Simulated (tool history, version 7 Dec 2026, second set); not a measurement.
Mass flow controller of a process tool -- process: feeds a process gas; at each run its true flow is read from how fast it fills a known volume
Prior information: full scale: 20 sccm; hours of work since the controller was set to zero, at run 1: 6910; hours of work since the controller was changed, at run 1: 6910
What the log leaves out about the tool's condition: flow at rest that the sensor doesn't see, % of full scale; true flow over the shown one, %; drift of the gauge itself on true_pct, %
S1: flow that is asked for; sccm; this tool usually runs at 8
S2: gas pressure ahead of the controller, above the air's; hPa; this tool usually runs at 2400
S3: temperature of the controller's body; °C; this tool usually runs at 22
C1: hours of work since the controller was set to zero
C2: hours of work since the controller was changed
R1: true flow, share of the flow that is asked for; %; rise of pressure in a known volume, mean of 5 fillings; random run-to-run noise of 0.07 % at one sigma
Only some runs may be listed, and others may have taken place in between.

| run | hour | S1 | S2 | S3 | C1 | C2 | R1 |
|---|---|---|---|---|---|---|---|
| 1 | 0.0 | 8 | 2400 | 22 | 6910 | 6910 | 97.81 |
| 2 | 289.3 | 8 | 2400 | 38 | 7043 | 7043 | 98.85 |
| 3 | 504.0 | 8 | 2400 | 38 | 7142 | 7142 | 98.84 |
| 4 | 679.4 | 8 | 2400 | 38 | 7223 | 7223 | 98.79 |
| 5 | 1070.1 | 8 | 2010 | 22 | 7402 | 7402 | 97.82 |
| 6 | 1424.7 | 8 | 2010 | 22 | 7566 | 7566 | 97.74 |
| 7 | 1721.1 | 8 | 1710 | 34 | 7702 | 7702 | 98.71 |
| 8 | 1980.1 | 3 | 1810 | 33 | 7821 | 7821 | 97.82 |

Run 9 has not been measured yet. What should we expect?
| 9 | 2216.3 | 3 | 2050 | 35 | 7930 | 7930 | ? |

R1: 97.88 %
Had the tool carried no hidden state, the very same run would have given R1 98.08 %.

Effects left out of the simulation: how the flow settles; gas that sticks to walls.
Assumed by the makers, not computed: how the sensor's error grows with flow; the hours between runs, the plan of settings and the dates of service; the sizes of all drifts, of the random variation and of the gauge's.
